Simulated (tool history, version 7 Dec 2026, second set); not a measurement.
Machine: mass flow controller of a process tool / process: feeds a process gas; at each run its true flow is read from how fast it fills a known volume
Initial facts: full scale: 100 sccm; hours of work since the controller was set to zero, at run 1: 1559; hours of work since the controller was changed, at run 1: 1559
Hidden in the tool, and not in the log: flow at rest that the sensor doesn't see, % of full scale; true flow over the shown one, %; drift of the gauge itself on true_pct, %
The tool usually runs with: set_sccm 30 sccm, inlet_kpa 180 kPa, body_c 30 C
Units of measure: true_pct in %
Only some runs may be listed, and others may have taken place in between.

run    hour  set_sccm  inlet_kpa  body_c  hours of work since the controller was set to zero  hours of work since the controller was changed  true_pct
  1       0        30        180      30                                                1559                                            1559     99.77
  2   465.1        20        180      30                                                1745                                            1745     99.73
  3   808.1        20        180      30                                                1883                                            1883     99.69
  4  1234.8        20        180      30                                                2053                                            2053     99.74
  5  1788.8        20        180      30                                                2275                                            2275      99.8
  6  2265.6        30        180      23                                                2466                                            2466     99.41
  7  2531.4        20        150      36                                                2573                                            2573    100.05
  8    2947        82        274      40                                                2739                                            2739    100.84
  9  3433.1        82        274      40                                                2934                                            2934    100.97
 10  3820.3        82        274      40                                                3089                                            3089    100.92
 11  4111.6        56        204      20                                                3205                                            3205     99.44
 12  4458.4        13        180      30                                                3344                                            3344     99.65

4 options for the next run, each taken on its own from the tool as it stands now. Forecast them:
  A  4897.7        30        180      28                                                3520                                            3520         ?
  B  4897.7        24        213      21                                                3520                                            3520         ?
  C  4897.7        30        156      30                                                3520                                            3520         ?
  D  4897.7        13        171      30                                                3520                                            3520         ?

run  true_pct
  A     99.77
  B     99.29
  C     99.78
  D     99.69
Stripped of hidden state, with their random variation kept, the same runs would have yielded:
run  true_pct
  A     99.77
  B      99.3
  C     99.78
  D     99.71
